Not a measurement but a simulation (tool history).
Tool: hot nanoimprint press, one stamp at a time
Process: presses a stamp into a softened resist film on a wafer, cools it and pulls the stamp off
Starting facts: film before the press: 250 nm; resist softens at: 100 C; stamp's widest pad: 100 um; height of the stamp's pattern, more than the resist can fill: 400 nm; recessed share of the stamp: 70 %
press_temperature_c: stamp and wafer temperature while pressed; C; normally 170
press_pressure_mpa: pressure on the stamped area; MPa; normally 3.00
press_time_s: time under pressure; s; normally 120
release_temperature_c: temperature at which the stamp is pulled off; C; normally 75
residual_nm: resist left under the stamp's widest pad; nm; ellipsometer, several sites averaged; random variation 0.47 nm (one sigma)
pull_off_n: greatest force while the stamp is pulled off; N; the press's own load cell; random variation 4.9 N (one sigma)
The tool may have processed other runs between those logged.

{"run": 1, "hour": 0.0, "press_temperature_c": 170, "press_pressure_mpa": 3.0, "press_time_s": 120, "release_temperature_c": 75, "residual_nm": 134.3, "pull_off_n": 238}
{"run": 2, "hour": 84.4, "press_temperature_c": 170, "press_pressure_mpa": 3.0, "press_time_s": 120, "release_temperature_c": 75, "residual_nm": 134.6, "pull_off_n": 240}
{"run": 3, "hour": 159.6, "press_temperature_c": 170, "press_pressure_mpa": 3.0, "press_time_s": 120, "release_temperature_c": 75, "residual_nm": 135.7, "pull_off_n": 245}
{"run": 4, "hour": 250.6, "press_temperature_c": 170, "press_pressure_mpa": 3.0, "press_time_s": 120, "release_temperature_c": 80, "residual_nm": 135.6, "pull_off_n": 216}
{"run": 5, "hour": 300.5, "press_temperature_c": 170, "press_pressure_mpa": 3.0, "press_time_s": 120, "release_temperature_c": 80, "residual_nm": 135.5, "pull_off_n": 217}
{"hour": 326.7, "done": "stamp cleaned and given a new release coat"}
{"run": 6, "hour": 379.9, "press_temperature_c": 170, "press_pressure_mpa": 3.0, "press_time_s": 120, "release_temperature_c": 63, "residual_nm": 134.9, "pull_off_n": 290}
{"run": 7, "hour": 475.7, "press_temperature_c": 170, "press_pressure_mpa": 3.0, "press_time_s": 120, "release_temperature_c": 66, "residual_nm": 135.9, "pull_off_n": 279}
{"run": 8, "hour": 555.0, "press_temperature_c": 170, "press_pressure_mpa": 3.0, "press_time_s": 131, "release_temperature_c": 75, "residual_nm": 132.0, "pull_off_n": 246}
{"run": 9, "hour": 633.2, "press_temperature_c": 170, "press_pressure_mpa": 3.0, "press_time_s": 131, "release_temperature_c": 75, "residual_nm": 132.1, "pull_off_n": 228}
{"run": 10, "hour": 731.2, "press_temperature_c": 170, "press_pressure_mpa": 3.0, "press_time_s": 131, "release_temperature_c": 75, "residual_nm": 132.5, "pull_off_n": 239}
{"run": 11, "hour": 774.4, "press_temperature_c": 170, "press_pressure_mpa": 3.0, "press_time_s": 131, "release_temperature_c": 75, "residual_nm": 132.0, "pull_off_n": 242}
{"run": 12, "hour": 847.8, "press_temperature_c": 170, "press_pressure_mpa": 3.0, "press_time_s": 131, "release_temperature_c": 75, "residual_nm": 133.1, "pull_off_n": 239}
{"run": 13, "hour": 944.2, "press_temperature_c": 170, "press_pressure_mpa": 3.0, "press_time_s": 120, "release_temperature_c": 77, "residual_nm": 136.6, "pull_off_n": 223}
{"run": 14, "hour": 984.1, "press_temperature_c": 170, "press_pressure_mpa": 3.0, "press_time_s": 120, "release_temperature_c": 75, "residual_nm": 136.0, "pull_off_n": 244}
{"run": 15, "hour": 1040.5, "press_temperature_c": 170, "press_pressure_mpa": 4.73, "press_time_s": 120, "release_temperature_c": 75, "residual_nm": 106.2, "pull_off_n": 240}
{"run": 16, "hour": 1108.4, "press_temperature_c": 176, "press_pressure_mpa": 2.9, "press_time_s": 120, "release_temperature_c": 75, "residual_nm": 110.3, "pull_off_n": 232}
{"run": 17, "hour": 1178.8, "press_temperature_c": 176, "press_pressure_mpa": 2.9, "press_time_s": 120, "release_temperature_c": 77, "residual_nm": 109.0, "pull_off_n": 239}

Estimate the outcome of run 18 from the log above:
{"hour": 1256.0, "done": "plate thermocouple calibrated"}
{"hour": 1270.4, "done": "stamp cleaned and given a new release coat"}
{"run": 18, "hour": 1274.4, "press_temperature_c": 176, "press_pressure_mpa": 2.9, "press_time_s": 120, "release_temperature_c": 77, "residual_nm": "?", "pull_off_n": "?"}

Logged for run 18: residual_nm 109.4 nm, pull_off_n 233 N.
With the hidden condition absent and the run-to-run variation left alone, this run would have shown residual_nm 108.1 nm, pull_off_n 233 N.

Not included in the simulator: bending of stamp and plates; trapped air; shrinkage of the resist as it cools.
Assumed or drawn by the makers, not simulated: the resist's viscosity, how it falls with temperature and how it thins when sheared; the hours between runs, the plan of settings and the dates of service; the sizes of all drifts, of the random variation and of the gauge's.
